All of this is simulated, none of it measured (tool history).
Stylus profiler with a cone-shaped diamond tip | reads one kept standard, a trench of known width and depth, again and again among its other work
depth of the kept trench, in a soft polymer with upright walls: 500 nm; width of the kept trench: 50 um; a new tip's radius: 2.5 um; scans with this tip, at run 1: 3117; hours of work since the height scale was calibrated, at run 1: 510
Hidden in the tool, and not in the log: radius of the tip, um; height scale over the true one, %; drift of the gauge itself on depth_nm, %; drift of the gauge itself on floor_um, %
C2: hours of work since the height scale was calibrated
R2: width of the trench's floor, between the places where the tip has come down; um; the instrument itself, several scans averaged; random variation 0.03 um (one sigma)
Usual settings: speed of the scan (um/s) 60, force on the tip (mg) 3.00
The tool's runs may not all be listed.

run 1 hour=0.0 | speed_of_the_scan_(um/s)=60 force_on_the_tip_(mg)=3.00 | scans_with_this_tip=3117 C2=510 | depth_of_the_trench_(nm)=503.72 R2=46.58
run 2 hour=28.6 | speed_of_the_scan_(um/s)=60 force_on_the_tip_(mg)=3.00 | scans_with_this_tip=3202 C2=524 | depth_of_the_trench_(nm)=503.42 R2=46.55
run 3 hour=67.4 | speed_of_the_scan_(um/s)=60 force_on_the_tip_(mg)=1.42 | scans_with_this_tip=3319 C2=543 | depth_of_the_trench_(nm)=501.56 R2=46.43
run 4 hour=92.9 | speed_of_the_scan_(um/s)=60 force_on_the_tip_(mg)=1.42 | scans_with_this_tip=3395 C2=556 | depth_of_the_trench_(nm)=501.68 R2=46.47
run 5 hour=118.5 | speed_of_the_scan_(um/s)=60 force_on_the_tip_(mg)=1.42 | scans_with_this_tip=3472 C2=568 | depth_of_the_trench_(nm)=501.26 R2=46.42
run 6 hour=149.4 | speed_of_the_scan_(um/s)=60 force_on_the_tip_(mg)=1.42 | scans_with_this_tip=3565 C2=584 | depth_of_the_trench_(nm)=501.25 R2=46.36
run 7 hour=170.7 | speed_of_the_scan_(um/s)=60 force_on_the_tip_(mg)=1.42 | scans_with_this_tip=3628 C2=594 | depth_of_the_trench_(nm)=501.45 R2=46.41
run 8 hour=194.2 | speed_of_the_scan_(um/s)=60 force_on_the_tip_(mg)=1.42 | scans_with_this_tip=3699 C2=605 | depth_of_the_trench_(nm)=501.54 R2=46.36
run 9 hour=213.5 | speed_of_the_scan_(um/s)=24 force_on_the_tip_(mg)=3.00 | scans_with_this_tip=3757 C2=615 | depth_of_the_trench_(nm)=503.31 R2=46.70
run 10 hour=230.8 | speed_of_the_scan_(um/s)=16 force_on_the_tip_(mg)=3.00 | scans_with_this_tip=3809 C2=623 | depth_of_the_trench_(nm)=503.34 R2=46.72
run 11 hour=247.9 | speed_of_the_scan_(um/s)=16 force_on_the_tip_(mg)=3.00 | scans_with_this_tip=3860 C2=632 | depth_of_the_trench_(nm)=503.16 R2=46.73
run 12 hour=267.6 | speed_of_the_scan_(um/s)=16 force_on_the_tip_(mg)=3.00 | scans_with_this_tip=3919 C2=641 | depth_of_the_trench_(nm)=503.28 R2=46.72
run 13 hour=303.7 | speed_of_the_scan_(um/s)=21 force_on_the_tip_(mg)=8.01 | scans_with_this_tip=4027 C2=659 | depth_of_the_trench_(nm)=507.37 R2=46.73

Forecast each of these 4 alternatives for the next run:
run A hour=320.1 | speed_of_the_scan_(um/s)=60 force_on_the_tip_(mg)=2.76 | scans_with_this_tip=4076 C2=667 | depth_of_the_trench_(nm)=? R2=?
run B hour=320.1 | speed_of_the_scan_(um/s)=94 force_on_the_tip_(mg)=4.76 | scans_with_this_tip=4076 C2=667 | depth_of_the_trench_(nm)=? R2=?
run C hour=320.1 | speed_of_the_scan_(um/s)=114 force_on_the_tip_(mg)=2.81 | scans_with_this_tip=4076 C2=667 | depth_of_the_trench_(nm)=? R2=?
run D hour=320.1 | speed_of_the_scan_(um/s)=156 force_on_the_tip_(mg)=7.26 | scans_with_this_tip=4076 C2=667 | depth_of_the_trench_(nm)=? R2=?

run=A depth_of_the_trench_(nm)=502.67 R2=46.45
run=B depth_of_the_trench_(nm)=504.85 R2=46.47
run=C depth_of_the_trench_(nm)=503.05 R2=46.27
run=D depth_of_the_trench_(nm)=506.84 R2=46.36
Without the tool's hidden state the same runs would have given:
run=A depth_of_the_trench_(nm)=504.21 R2=46.65
run=B depth_of_the_trench_(nm)=506.40 R2=46.67
run=C depth_of_the_trench_(nm)=504.60 R2=46.47
run=D depth_of_the_trench_(nm)=508.40 R2=46.55
